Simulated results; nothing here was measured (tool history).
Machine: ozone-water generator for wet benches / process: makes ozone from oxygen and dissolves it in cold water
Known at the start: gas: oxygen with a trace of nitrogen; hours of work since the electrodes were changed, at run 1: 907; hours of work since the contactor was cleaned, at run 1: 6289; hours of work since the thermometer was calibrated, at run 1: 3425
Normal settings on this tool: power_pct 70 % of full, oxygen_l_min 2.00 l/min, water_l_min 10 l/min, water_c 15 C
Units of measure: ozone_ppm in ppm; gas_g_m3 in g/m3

run,day,power_pct,oxygen_l_min,water_l_min,water_c,hours of work since the electrodes were changed,hours of work since the contactor was cleaned,hours of work since the thermometer was calibrated,ozone_ppm,gas_g_m3
1,0.000,70,2.00,10,15,907,6289,3425,20.8,215.3
2,8.942,70,3.33,10,15,1087,6469,3605,22.0,166.9
3,17.592,70,3.33,10,15,1262,6644,3780,21.9,167.7
4,27.242,70,2.00,7,15,1456,6838,3975,28.3,213.3
5,34.150,70,2.00,7,15,1596,6978,4114,28.2,213.7
6,41.871,70,2.00,7,15,1752,7134,4270,28.0,214.3
7,48.271,70,2.00,8,15,1881,7263,4399,25.6,214.2
8,55.604,70,2.00,8,15,2029,7411,4547,25.2,214.6
9,64.883,70,2.00,8,15,2216,7598,4734,25.4,213.1
# day 65.654: contactor cleaned
10,74.938,70,2.00,16,15,2416,187,4934,13.0,213.1
11,82.338,70,2.00,16,15,2565,337,5083,13.4,214.1
# day 90.550: water thermometer calibrated
12,90.900,70,2.00,16,15,2737,509,7,13.2,214.5
13,96.817,50,2.00,10,15,2857,628,126,17.8,181.9
14,102.462,70,2.00,10,15,2971,742,240,21.3,214.1
15,108.308,70,1.58,10,15,3089,860,358,20.1,240.2
16,115.962,70,1.58,10,15,3243,1015,513,20.4,240.0
17,123.804,58,2.00,10,10,3402,1173,671,20.0,195.9
18,131.321,58,2.00,10,10,3553,1325,823,20.0,193.9
19,140.892,58,2.00,10,10,3746,1518,1016,20.1,192.9
20,145.967,58,2.00,10,7,3849,1620,1118,20.8,195.6
21,150.083,58,2.00,10,7,3932,1704,1202,21.0,196.0
22,156.612,70,3.09,15,8,4064,1835,1333,16.7,172.7
23,165.408,70,2.36,10,15,4241,2013,1511,21.4,198.9
24,170.850,70,2.36,10,15,4351,2123,1621,21.3,197.3
25,175.146,70,2.36,10,15,4438,2209,1707,21.2,197.8

Predict the results of run 26:
26,185.129,70,2.36,10,20,4639,2411,1909,?,?

ozone_ppm: 19.8 ppm
gas_g_m3: 197.1 g/m3
With no hidden state in the tool, this same run would have given ozone_ppm 19.9 ppm, gas_g_m3 197.4 g/m3.
